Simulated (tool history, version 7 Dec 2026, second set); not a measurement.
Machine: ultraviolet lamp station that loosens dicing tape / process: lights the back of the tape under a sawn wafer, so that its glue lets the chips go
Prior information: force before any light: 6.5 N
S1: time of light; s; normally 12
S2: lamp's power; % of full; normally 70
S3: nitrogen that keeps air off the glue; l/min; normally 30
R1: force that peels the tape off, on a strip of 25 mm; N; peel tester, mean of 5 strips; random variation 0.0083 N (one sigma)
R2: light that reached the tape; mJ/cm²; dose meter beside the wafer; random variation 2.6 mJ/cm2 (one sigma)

{"run": 1, "hour": 0.0, "S1": 12, "S2": 70, "S3": 30, "R1": 0.704, "R2": 222}
{"run": 2, "hour": 34.2, "S1": 12, "S2": 70, "S3": 32, "R1": 0.741, "R2": 219}
{"run": 3, "hour": 58.8, "S1": 12, "S2": 70, "S3": 32, "R1": 0.737, "R2": 212}
{"run": 4, "hour": 82.6, "S1": 12, "S2": 70, "S3": 32, "R1": 0.791, "R2": 214}
{"run": 5, "hour": 111.1, "S1": 12, "S2": 70, "S3": 32, "R1": 0.806, "R2": 209}
{"run": 6, "hour": 131.3, "S1": 12, "S2": 70, "S3": 32, "R1": 0.83, "R2": 206}
{"run": 7, "hour": 151.9, "S1": 12, "S2": 70, "S3": 32, "R1": 0.823, "R2": 207}
{"run": 8, "hour": 173.6, "S1": 12, "S2": 70, "S3": 30, "R1": 0.903, "R2": 200}
{"run": 9, "hour": 206.7, "S1": 12, "S2": 70, "S3": 30, "R1": 0.927, "R2": 195}
{"run": 10, "hour": 229.7, "S1": 12, "S2": 70, "S3": 30, "R1": 0.932, "R2": 196}
{"run": 11, "hour": 249.3, "S1": 12, "S2": 70, "S3": 30, "R1": 0.983, "R2": 193}
{"hour": 263.0, "done": "window cleaned of glue's vapour"}
{"run": 12, "hour": 265.8, "S1": 12, "S2": 70, "S3": 30, "R1": 0.777, "R2": 215}
{"run": 13, "hour": 304.0, "S1": 12, "S2": 70, "S3": 30, "R1": 0.853, "R2": 206}
{"run": 14, "hour": 338.4, "S1": 12, "S2": 70, "S3": 30, "R1": 0.875, "R2": 205}
{"run": 15, "hour": 369.9, "S1": 7, "S2": 70, "S3": 30, "R1": 2.02, "R2": 113}
{"run": 16, "hour": 388.1, "S1": 23, "S2": 70, "S3": 30, "R1": 0.252, "R2": 376}
{"run": 17, "hour": 413.1, "S1": 12, "S2": 70, "S3": 30, "R1": 0.959, "R2": 195}
{"run": 18, "hour": 434.1, "S1": 12, "S2": 70, "S3": 30, "R1": 0.937, "R2": 193}
{"run": 19, "hour": 452.7, "S1": 12, "S2": 70, "S3": 30, "R1": 0.98, "R2": 192}
{"run": 20, "hour": 483.6, "S1": 12, "S2": 80, "S3": 30, "R1": 0.802, "R2": 210}
{"run": 21, "hour": 510.3, "S1": 16, "S2": 80, "S3": 30, "R1": 0.474, "R2": 277}
{"run": 22, "hour": 540.1, "S1": 16, "S2": 80, "S3": 30, "R1": 0.487, "R2": 274}
{"run": 23, "hour": 557.2, "S1": 16, "S2": 68, "S3": 17, "R1": 0.974, "R2": 226}
{"hour": 576.0, "done": "lamp changed"}
{"run": 24, "hour": 596.5, "S1": 16, "S2": 68, "S3": 17, "R1": 0.316, "R2": 397}
{"run": 25, "hour": 628.0, "S1": 8, "S2": 73, "S3": 22, "R1": 0.999, "R2": 208}
{"run": 26, "hour": 655.6, "S1": 8, "S2": 73, "S3": 11, "R1": 1.476, "R2": 211}
{"run": 27, "hour": 676.3, "S1": 23, "S2": 68, "S3": 29, "R1": 0.155, "R2": 554}
{"run": 28, "hour": 692.0, "S1": 23, "S2": 68, "S3": 29, "R1": 0.148, "R2": 542}
{"run": 29, "hour": 723.3, "S1": 23, "S2": 68, "S3": 29, "R1": 0.155, "R2": 536}
{"run": 30, "hour": 741.8, "S1": 6, "S2": 67, "S3": 29, "R1": 1.7, "R2": 138}
{"run": 31, "hour": 778.2, "S1": 12, "S2": 99, "S3": 11, "R1": 0.44, "R2": 399}
{"run": 32, "hour": 799.3, "S1": 10, "S2": 70, "S3": 30, "R1": 0.678, "R2": 232}
{"run": 33, "hour": 818.8, "S1": 14, "S2": 63, "S3": 15, "R1": 0.681, "R2": 287}
{"run": 34, "hour": 844.0, "S1": 10, "S2": 95, "S3": 30, "R1": 0.361, "R2": 312}
{"run": 35, "hour": 862.0, "S1": 12, "S2": 97, "S3": 23, "R1": 0.298, "R2": 374}
{"run": 36, "hour": 879.7, "S1": 20, "S2": 97, "S3": 25, "R1": 0.14, "R2": 619}
{"run": 37, "hour": 909.3, "S1": 11, "S2": 70, "S3": 9, "R1": 1.304, "R2": 241}
{"run": 38, "hour": 946.4, "S1": 9, "S2": 70, "S3": 12, "R1": 1.537, "R2": 191}
{"run": 39, "hour": 977.7, "S1": 12, "S2": 93, "S3": 30, "R1": 0.296, "R2": 336}
{"run": 40, "hour": 993.7, "S1": 11, "S2": 87, "S3": 30, "R1": 0.437, "R2": 289}
{"run": 41, "hour": 1013.8, "S1": 7, "S2": 87, "S3": 26, "R1": 1.136, "R2": 178}
{"run": 42, "hour": 1030.4, "S1": 7, "S2": 87, "S3": 26, "R1": 1.199, "R2": 182}
{"run": 43, "hour": 1052.5, "S1": 12, "S2": 74, "S3": 11, "R1": 1.03, "R2": 260}

Consider 3 possible next runs. They are alternatives, not a sequence: every one starts from the tool as it was left by run 43. What does each give?
{"hour": 1073.7, "done": "window cleaned of glue's vapour"}
{"run": "A", "hour": 1081.9, "S1": 20, "S2": 71, "S3": 50, "R1": "?", "R2": "?"}
{"hour": 1073.7, "done": "window cleaned of glue's vapour"}
{"run": "B", "hour": 1081.9, "S1": 13, "S2": 74, "S3": 11, "R1": "?", "R2": "?"}
{"hour": 1073.7, "done": "window cleaned of glue's vapour"}
{"run": "C", "hour": 1081.9, "S1": 13, "S2": 87, "S3": 38, "R1": "?", "R2": "?"}

run=A R1=0.154 R2=457
run=B R1=0.735 R2=308
run=C R1=0.223 R2=367
With no hidden state in the tool, these same runs would have given:
run=A R1=0.136 R2=555
run=B R1=0.495 R2=373
run=C R1=0.164 R2=444

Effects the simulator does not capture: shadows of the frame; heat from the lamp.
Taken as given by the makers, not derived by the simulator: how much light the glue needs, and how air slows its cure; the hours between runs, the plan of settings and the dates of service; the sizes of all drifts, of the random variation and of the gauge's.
